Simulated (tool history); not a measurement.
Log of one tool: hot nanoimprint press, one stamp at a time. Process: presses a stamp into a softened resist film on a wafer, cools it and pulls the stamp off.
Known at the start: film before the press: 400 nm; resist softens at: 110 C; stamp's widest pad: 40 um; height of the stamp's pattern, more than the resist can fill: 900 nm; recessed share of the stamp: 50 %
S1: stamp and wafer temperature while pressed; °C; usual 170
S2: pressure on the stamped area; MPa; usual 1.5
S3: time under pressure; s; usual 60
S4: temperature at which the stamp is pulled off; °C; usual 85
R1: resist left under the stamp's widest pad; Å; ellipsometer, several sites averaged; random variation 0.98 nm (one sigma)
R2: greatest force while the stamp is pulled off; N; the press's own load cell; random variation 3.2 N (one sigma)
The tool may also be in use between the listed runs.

run,hour,S1,S2,S3,S4,R1,R2
1,0,170,1.5,60,85,1407,153
2,61.6,170,1.5,60,85,1393,148
3,143,170,1.02,60,85,1701,152
4,199.7,170,1.5,60,80,1405,172
5,245.1,170,1.5,60,80,1388,169
6,309,170,2.09,60,85,1202,152
7,380.1,176,1.5,60,85,965,153
8,460.8,176,1.5,60,85,970,155
9,509.5,170,1.5,60,85,1414,151
10,597.4,170,1.5,60,85,1406,151
11,644.4,178,1.5,60,85,870,153
12,719,178,1.5,60,85,867,151
13,767.5,178,1.5,60,85,857,155
14,819.7,178,1.5,60,85,858,148
15,882.4,178,1.5,60,85,852,156
16,958.2,178,1.5,60,85,862,146
17,1038.6,167,1.5,33,85,2111,155
18,1123.5,179,1.71,60,85,748,156
19,1195,173,1.5,60,85,1168,148
20,1247,180,1.04,60,77,918,178
21,1339.8,180,1.64,60,74,723,188
22,1439.5,169,2.34,60,85,1199,156
23,1527.1,174,0.99,72,87,1250,149
24,1581.8,174,2.08,72,93,857,128
25,1638.7,174,2.14,72,74,837,187
26,1701.1,170,1.5,46,89,1561,139
27,1779.1,164,2.24,60,78,1711,170
28,1867.1,164,2.24,60,78,1705,180
29,1915.7,164,1.81,60,78,1882,170

Taken out of this log: 11 entries between the listed runs. Where each belongs, and how the hidden state differs across it:
Between runs 3 and 4: plate thermocouple calibrated (hour 151)
  true temperature over the reading, C: -0.03 -> 0; pressure that arrives at the usual setting, %: 99.99 -> 99.98; grip of the stamp's worn release coat, % over a new coat's: 0.6 -> 0.8
Between runs 4 and 5: stamp cleaned and given a new release coat (hour 237.6)
  grip of the stamp's worn release coat, % over a new coat's: 0.8 -> 0
Between runs 7 and 8: press's hydraulic seals changed and the load cell set to zero (hour 446.5)
  pressure that arrives at the usual setting, %: 99.98 -> 100; grip of the stamp's worn release coat, % over a new coat's: 0.4 -> 0.6
Between runs 9 and 10: stamp cleaned and given a new release coat (hour 558.4)
  true temperature over the reading, C: -0.01 -> -0.02; pressure that arrives at the usual setting, %: 100 -> 99.99; grip of the stamp's worn release coat, % over a new coat's: 0.7 -> 0.1
Between runs 14 and 15: stamp cleaned and given a new release coat (hour 871)
  grip of the stamp's worn release coat, % over a new coat's: 0.7 -> 0
Between runs 15 and 16: plate thermocouple calibrated (hour 919.8)
  true temperature over the reading, C: -0.03 -> 0; pressure that arrives at the usual setting, %: 99.99 -> 99.98; grip of the stamp's worn release coat, % over a new coat's: 0 -> 0.2
Between runs 18 and 19: stamp cleaned and given a new release coat (hour 1185.4)
  grip of the stamp's worn release coat, % over a new coat's: 0.7 -> 0
Between runs 21 and 22: press's hydraulic seals changed and the load cell set to zero (hour 1361.3)
  pressure that arrives at the usual setting, %: 99.97 -> 100; grip of the stamp's worn release coat, % over a new coat's: 0.4 -> 0.7
Between runs 22 and 23: stamp cleaned and given a new release coat (hour 1508.3)
  pressure that arrives at the usual setting, %: 100 -> 99.99; grip of the stamp's worn release coat, % over a new coat's: 0.7 -> 0
Between runs 25 and 26: plate thermocouple calibrated (hour 1677.8)
  true temperature over the reading, C: -0.03 -> 0; grip of the stamp's worn release coat, % over a new coat's: 0.3 -> 0.5
Between runs 27 and 28: stamp cleaned and given a new release coat (hour 1823.2)
  pressure that arrives at the usual setting, %: 99.99 -> 99.98; grip of the stamp's worn release coat, % over a new coat's: 0.7 -> 0.1
